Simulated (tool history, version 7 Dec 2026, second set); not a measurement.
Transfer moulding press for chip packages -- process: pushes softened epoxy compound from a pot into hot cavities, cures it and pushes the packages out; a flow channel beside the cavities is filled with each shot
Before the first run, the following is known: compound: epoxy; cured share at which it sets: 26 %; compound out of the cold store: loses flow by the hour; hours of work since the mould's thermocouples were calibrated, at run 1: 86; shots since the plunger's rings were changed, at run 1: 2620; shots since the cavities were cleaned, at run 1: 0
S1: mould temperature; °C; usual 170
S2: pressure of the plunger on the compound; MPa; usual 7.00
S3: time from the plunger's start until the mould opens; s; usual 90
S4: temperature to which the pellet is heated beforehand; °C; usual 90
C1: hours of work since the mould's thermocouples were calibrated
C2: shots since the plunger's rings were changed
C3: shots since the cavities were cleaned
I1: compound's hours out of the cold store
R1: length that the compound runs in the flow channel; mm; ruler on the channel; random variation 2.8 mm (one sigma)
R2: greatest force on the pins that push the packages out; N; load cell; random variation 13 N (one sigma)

| run | hour | S1 | S2 | S3 | S4 | C1 | C2 | C3 | I1 | R1 | R2 |
|---|---|---|---|---|---|---|---|---|---|---|---|
| 1 | 0.0 | 170 | 7.00 | 90 | 90 | 86 | 2620 | 0 | 29.9 | 753 | 636 |
| 2 | 10.5 | 174 | 7.00 | 90 | 90 | 91 | 2723 | 103 | 24.5 | 763 | 544 |
| 3 | 21.8 | 174 | 7.00 | 90 | 99 | 96 | 2833 | 213 | 27.8 | 750 | 577 |
| 4 | 35.8 | 174 | 7.00 | 90 | 99 | 102 | 2970 | 350 | 20.9 | 775 | 612 |
|  | 41.1 | plunger's sealing rings changed |
| 5 | 51.5 | 170 | 7.67 | 90 | 90 | 108 | 102 | 479 | 20.7 | 840 | 835 |
| 6 | 62.8 | 170 | 7.67 | 90 | 90 | 113 | 212 | 589 | 33.3 | 795 | 826 |
| 7 | 73.6 | 170 | 7.00 | 90 | 90 | 118 | 317 | 694 | 42.0 | 728 | 813 |
| 8 | 83.4 | 170 | 7.00 | 90 | 85 | 123 | 413 | 790 | 19.1 | 811 | 879 |
| 9 | 93.8 | 170 | 7.00 | 90 | 85 | 127 | 514 | 891 | 24.4 | 793 | 909 |
| 10 | 103.8 | 170 | 7.00 | 90 | 85 | 132 | 612 | 989 | 39.8 | 742 | 927 |
| 11 | 112.4 | 170 | 7.00 | 110 | 90 | 136 | 696 | 1073 | 27.8 | 770 | 706 |
|  | 123.1 | cavities cleaned with cleaning compound and waxed |
| 12 | 123.1 | 170 | 7.72 | 110 | 90 | 140 | 785 | 0 | 11.8 | 881 | 470 |
| 13 | 131.9 | 170 | 7.00 | 90 | 90 | 144 | 872 | 87 | 32.4 | 760 | 634 |
| 14 | 149.2 | 171 | 7.00 | 90 | 90 | 152 | 1041 | 256 | 34.5 | 746 | 665 |
| 15 | 157.9 | 171 | 7.00 | 90 | 90 | 156 | 1125 | 340 | 41.1 | 727 | 696 |
| 16 | 168.3 | 163 | 6.96 | 117 | 95 | 160 | 1227 | 442 | 20.0 | 808 | 707 |
| 17 | 178.7 | 163 | 6.96 | 117 | 95 | 165 | 1328 | 543 | 36.5 | 747 | 728 |
| 18 | 192.7 | 163 | 6.96 | 91 | 99 | 172 | 1465 | 680 | 39.3 | 736 | 1225 |
| 19 | 207.9 | 163 | 6.96 | 88 | 99 | 179 | 1614 | 829 | 15.4 | 824 | 1477 |
| 20 | 223.4 | 170 | 7.00 | 90 | 88 | 186 | 1765 | 980 | 47.8 | 701 | 868 |
| 21 | 236.8 | 163 | 5.27 | 77 | 84 | 192 | 1895 | 1110 | 15.2 | 716 | 2195 |
|  | 243.4 | cavities cleaned with cleaning compound and waxed |
| 22 | 255.1 | 163 | 7.00 | 90 | 96 | 199 | 2059 | 113 | 43.3 | 728 | 914 |
| 23 | 269.9 | 163 | 7.00 | 90 | 96 | 206 | 2204 | 258 | 33.6 | 755 | 1078 |
| 24 | 277.8 | 163 | 7.00 | 90 | 96 | 210 | 2281 | 335 | 8.8 | 845 | 1202 |
| 25 | 291.4 | 169 | 7.00 | 115 | 95 | 216 | 2414 | 468 | 36.6 | 732 | 575 |
| 26 | 303.6 | 163 | 7.39 | 75 | 90 | 221 | 2533 | 587 | 8.4 | 867 | 2057 |
| 27 | 315.4 | 169 | 7.00 | 78 | 90 | 227 | 2648 | 702 | 25.5 | 768 | 1289 |
| 28 | 331.0 | 169 | 7.00 | 78 | 90 | 234 | 2801 | 855 | 37.5 | 733 | 1261 |

Consider 5 possible next runs. They are alternatives, not a sequence: every one starts from the tool as it was left by run 28. What does each give?
| A | 348.7 | 169 | 6.98 | 78 | 89 | 242 | 2973 | 1027 | 47.4 | ? | ? |
| B | 348.7 | 177 | 7.00 | 90 | 95 | 242 | 2973 | 1027 | 9.7 | ? | ? |
| C | 348.7 | 169 | 5.62 | 78 | 83 | 242 | 2973 | 1027 | 27.9 | ? | ? |
| D | 348.7 | 165 | 7.00 | 80 | 97 | 242 | 2973 | 1027 | 9.9 | ? | ? |
| E | 348.7 | 169 | 6.06 | 78 | 90 | 242 | 2973 | 1027 | 38.4 | ? | ? |

| run | R1 | R2 |
|---|---|---|
| A | 691 | 1301 |
| B | 811 | 676 |
| C | 680 | 1437 |
| D | 822 | 1672 |
| E | 672 | 1308 |
Take away the tool's hidden state, keep each run's random variation, and the runs would have read:
| run | R1 | R2 |
|---|---|---|
| A | 714 | 869 |
| B | 838 | 448 |
| C | 703 | 961 |
| D | 849 | 1117 |
| E | 694 | 877 |
